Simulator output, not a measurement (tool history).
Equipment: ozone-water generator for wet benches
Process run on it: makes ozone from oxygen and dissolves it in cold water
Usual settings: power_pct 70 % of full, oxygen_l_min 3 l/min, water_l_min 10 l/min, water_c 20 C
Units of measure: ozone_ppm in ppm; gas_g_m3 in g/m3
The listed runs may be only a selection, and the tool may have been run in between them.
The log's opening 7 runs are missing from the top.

| run | day | power_pct | oxygen_l_min | water_l_min | water_c | hours of work since the electrodes were changed | hours of work since the contactor was cleaned | hours of work since the thermometer was calibrated | ozone_ppm | gas_g_m3 |
|---|---|---|---|---|---|---|---|---|---|---|
| 8 | 14.067 | 70 | 3 | 9 | 20 | 2183 | 716 | 1107 | 23.7 | 186.6 |
| 9 | 15.792 | 70 | 3 | 7 | 20 | 2213 | 746 | 1137 | 27.5 | 189.4 |
| 10 | 18.742 | 70 | 3 | 7 | 20 | 2265 | 798 | 1189 | 27 | 188.9 |
| 11 | 20.15 | 70 | 3 | 7 | 20 | 2290 | 823 | 1214 | 27.3 | 190.3 |
| 12 | 22.746 | 70 | 3 | 10 | 20 | 2336 | 869 | 1260 | 22.1 | 190.5 |
| 13 | 24 | 70 | 3 | 10 | 20 | 2358 | 891 | 1282 | 22 | 190.5 |
| 14 | 26.162 | 70 | 3 | 10 | 20 | 2396 | 929 | 1320 | 22.3 | 191 |
| 15 | 28.633 | 70 | 3 | 10 | 22 | 2439 | 972 | 1363 | 21.3 | 192 |
| 16 | 31.471 | 61 | 2.24 | 7 | 20 | 2489 | 1022 | 1413 | 26.3 | 208 |
| 17 | 33.321 | 88 | 2.87 | 12 | 20 | 2522 | 1055 | 1446 | 23.3 | 233.9 |
| 18 | 34.688 | 88 | 2.87 | 9 | 20 | 2546 | 1079 | 1470 | 28.4 | 232.3 |
| 19 | 36.25 | 70 | 3 | 16 | 20 | 2574 | 1107 | 1498 | 15.8 | 192.3 |
|  | 37.333 | gauge calibrated |
| 20 | 37.8 | 70 | 3 | 16 | 20 | 2601 | 1134 | 1525 | 15.8 | 186.8 |
| 21 | 39.675 | 70 | 2.22 | 16 | 21 | 2634 | 1167 | 1558 | 15.8 | 225.8 |
| 22 | 41.888 | 54 | 4.27 | 10 | 20 | 2673 | 1206 | 1597 | 17.2 | 123.5 |
| 23 | 44.083 | 54 | 4.27 | 10 | 20 | 2712 | 1245 | 1636 | 17.3 | 121.2 |
| 24 | 47.088 | 52 | 4.27 | 10 | 18 | 2765 | 1298 | 1689 | 17.2 | 121.3 |
| 25 | 49.442 | 100 | 2.72 | 9 | 20 | 2806 | 1339 | 1730 | 31.4 | 261 |
| 26 | 52.225 | 100 | 1.56 | 7 | 23 | 2855 | 1388 | 1779 | 37.6 | 378 |
| 27 | 55.054 | 48 | 3 | 9 | 27 | 2905 | 1438 | 1829 | 16 | 142.5 |
| 28 | 56.954 | 60 | 3 | 10 | 13 | 2939 | 1471 | 1862 | 22.1 | 170.3 |
| 29 | 58.342 | 43 | 2.04 | 8 | 24 | 2963 | 1496 | 1887 | 17.8 | 169.1 |
| 30 | 60.438 | 48 | 2.96 | 6 | 24 | 3000 | 1533 | 1924 | 21 | 142.9 |

What if the next run were any one of these 3? Each begins from the tool's condition after run 30:
| A | 63.054 | 70 | 2.44 | 8 | 20 | 3046 | 1579 | 1970 | ? | ? |
| B | 63.054 | 75 | 2.96 | 6 | 24 | 3046 | 1579 | 1970 | ? | ? |
| C | 63.054 | 54 | 2.96 | 6 | 24 | 3046 | 1579 | 1970 | ? | ? |

| run | ozone_ppm | gas_g_m3 |
|---|---|---|
| A | 26.5 | 216.4 |
| B | 28.6 | 201.1 |
| C | 22.8 | 158.5 |
With the hidden condition removed and each run's random variation left untouched, the same runs would have given:
| run | ozone_ppm | gas_g_m3 |
|---|---|---|
| A | 26.5 | 212.3 |
| B | 28.7 | 197.3 |
| C | 22.9 | 155.4 |
